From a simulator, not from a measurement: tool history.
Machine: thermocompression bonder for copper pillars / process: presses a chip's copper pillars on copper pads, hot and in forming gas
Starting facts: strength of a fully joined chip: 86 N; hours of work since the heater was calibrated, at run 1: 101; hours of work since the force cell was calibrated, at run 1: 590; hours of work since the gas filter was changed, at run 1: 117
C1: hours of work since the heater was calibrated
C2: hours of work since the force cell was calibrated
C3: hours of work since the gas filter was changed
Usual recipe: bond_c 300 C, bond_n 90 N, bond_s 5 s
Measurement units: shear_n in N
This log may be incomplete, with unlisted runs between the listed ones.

run 1 hour=0.0 | bond_c=300 bond_n=90 bond_s=5 | C1=101 C2=590 C3=117 | shear_n=44.6
run 2 hour=10.6 | bond_c=300 bond_n=90 bond_s=5 | C1=107 C2=597 C3=124 | shear_n=44.1
run 3 hour=31.8 | bond_c=300 bond_n=90 bond_s=5 | C1=120 C2=610 C3=137 | shear_n=43.0
run 4 hour=43.0 | bond_c=300 bond_n=90 bond_s=5 | C1=127 C2=616 C3=144 | shear_n=43.9
run 5 hour=54.7 | bond_c=300 bond_n=90 bond_s=5 | C1=134 C2=623 C3=151 | shear_n=43.6
run 6 hour=68.8 | bond_c=300 bond_n=90 bond_s=5 | C1=143 C2=632 C3=159 | shear_n=43.8
run 7 hour=77.8 | bond_c=300 bond_n=85 bond_s=5 | C1=148 C2=638 C3=165 | shear_n=41.3
run 8 hour=88.1 | bond_c=300 bond_n=85 bond_s=5 | C1=154 C2=644 C3=171 | shear_n=42.1
run 9 hour=101.8 | bond_c=300 bond_n=85 bond_s=5 | C1=163 C2=652 C3=179 | shear_n=42.1
run 10 hour=118.1 | bond_c=300 bond_n=85 bond_s=5 | C1=173 C2=662 C3=189 | shear_n=40.2
run 11 hour=130.4 | bond_c=300 bond_n=85 bond_s=5 | C1=180 C2=670 C3=197 | shear_n=40.8
run 12 hour=148.7 | bond_c=300 bond_n=85 bond_s=5 | C1=191 C2=681 C3=208 | shear_n=42.7
run 13 hour=168.3 | bond_c=300 bond_n=85 bond_s=5 | C1=203 C2=693 C3=220 | shear_n=40.6
run 14 hour=187.7 | bond_c=300 bond_n=85 bond_s=5 | C1=215 C2=704 C3=232 | shear_n=41.6
run 15 hour=201.2 | bond_c=300 bond_n=85 bond_s=5 | C1=223 C2=713 C3=240 | shear_n=40.7
run 16 hour=212.8 | bond_c=300 bond_n=90 bond_s=5 | C1=230 C2=720 C3=247 | shear_n=42.9
run 17 hour=226.6 | bond_c=300 bond_n=90 bond_s=5 | C1=239 C2=728 C3=255 | shear_n=43.7
run 18 hour=246.1 | bond_c=300 bond_n=90 bond_s=5 | C1=251 C2=740 C3=267 | shear_n=40.8
run 19 hour=256.9 | bond_c=315 bond_n=90 bond_s=5 | C1=257 C2=746 C3=274 | shear_n=47.4
run 20 hour=278.2 | bond_c=312 bond_n=90 bond_s=5 | C1=270 C2=759 C3=287 | shear_n=46.9
run 21 hour=293.0 | bond_c=304 bond_n=68 bond_s=7 | C1=279 C2=768 C3=296 | shear_n=40.0
run 22 hour=309.0 | bond_c=328 bond_n=71 bond_s=4 | C1=289 C2=778 C3=305 | shear_n=40.3
run 23 hour=318.6 | bond_c=271 bond_n=80 bond_s=7 | C1=295 C2=784 C3=311 | shear_n=30.5
run 24 hour=339.9 | bond_c=298 bond_n=80 bond_s=7 | C1=308 C2=797 C3=324 | shear_n=40.5
-- hour=351.4 forming gas filter changed
run 25 hour=351.4 | bond_c=298 bond_n=59 bond_s=15 | C1=314 C2=804 C3=0 | shear_n=45.0
run 26 hour=363.1 | bond_c=300 bond_n=108 bond_s=9 | C1=321 C2=811 C3=7 | shear_n=59.5
run 27 hour=381.2 | bond_c=303 bond_n=90 bond_s=4 | C1=333 C2=822 C3=18 | shear_n=42.2
run 28 hour=402.1 | bond_c=303 bond_n=90 bond_s=4 | C1=345 C2=835 C3=31 | shear_n=41.2
run 29 hour=411.1 | bond_c=321 bond_n=90 bond_s=5 | C1=351 C2=840 C3=36 | shear_n=52.3
-- hour=418.7 force cell calibrated
run 30 hour=433.1 | bond_c=281 bond_n=92 bond_s=5 | C1=363 C2=9 C3=49 | shear_n=38.4
run 31 hour=448.1 | bond_c=281 bond_n=92 bond_s=5 | C1=372 C2=18 C3=58 | shear_n=38.9
run 32 hour=469.5 | bond_c=300 bond_n=76 bond_s=6 | C1=385 C2=31 C3=71 | shear_n=43.5
run 33 hour=488.4 | bond_c=329 bond_n=73 bond_s=5 | C1=397 C2=42 C3=82 | shear_n=50.0
run 34 hour=500.3 | bond_c=329 bond_n=73 bond_s=5 | C1=404 C2=50 C3=90 | shear_n=49.4
run 35 hour=509.8 | bond_c=329 bond_n=73 bond_s=5 | C1=410 C2=55 C3=96 | shear_n=50.9
run 36 hour=526.5 | bond_c=329 bond_n=73 bond_s=5 | C1=420 C2=66 C3=106 | shear_n=50.0
run 37 hour=543.1 | bond_c=326 bond_n=57 bond_s=9 | C1=430 C2=76 C3=116 | shear_n=48.8
run 38 hour=555.8 | bond_c=326 bond_n=71 bond_s=13 | C1=438 C2=83 C3=124 | shear_n=62.4
run 39 hour=572.5 | bond_c=326 bond_n=71 bond_s=13 | C1=448 C2=94 C3=134 | shear_n=60.8

Table of differences, measured result less the result of that run with no hidden state. Run-to-run variation is the same in both. Gauge scatter possibly is not:
The tool's hidden condition here consists of: true temperature of the bond over the reading, C; force that reaches the chip, % of what is set; oxide that the forming gas leaves, % of the face; drift of the gauge itself on shear_n, %.
run=1 shear_n=-3.8
run=2 shear_n=-3.9
run=3 shear_n=-4.2
run=4 shear_n=-4.2
run=5 shear_n=-4.3
run=6 shear_n=-4.4
run=7 shear_n=-4.4
run=8 shear_n=-4.5
run=9 shear_n=-4.5
run=10 shear_n=-4.8
run=11 shear_n=-4.7
run=12 shear_n=-5.0
run=13 shear_n=-5.0
run=14 shear_n=-5.4
run=15 shear_n=-5.3
run=16 shear_n=-5.5
run=17 shear_n=-5.8
run=18 shear_n=-5.8
run=19 shear_n=-6.2
run=20 shear_n=-6.4
run=21 shear_n=-6.1
run=22 shear_n=-6.3
run=23 shear_n=-5.4
run=24 shear_n=-6.6
run=25 shear_n=-4.2
run=26 shear_n=-4.1
run=27 shear_n=-4.3
run=28 shear_n=-4.4
run=29 shear_n=-4.6
run=30 shear_n=-1.6
run=31 shear_n=-1.8
run=32 shear_n=-2.0
run=33 shear_n=-2.2
run=34 shear_n=-2.3
run=35 shear_n=-2.4
run=36 shear_n=-2.5
run=37 shear_n=-2.7
run=38 shear_n=-3.1
run=39 shear_n=-3.1
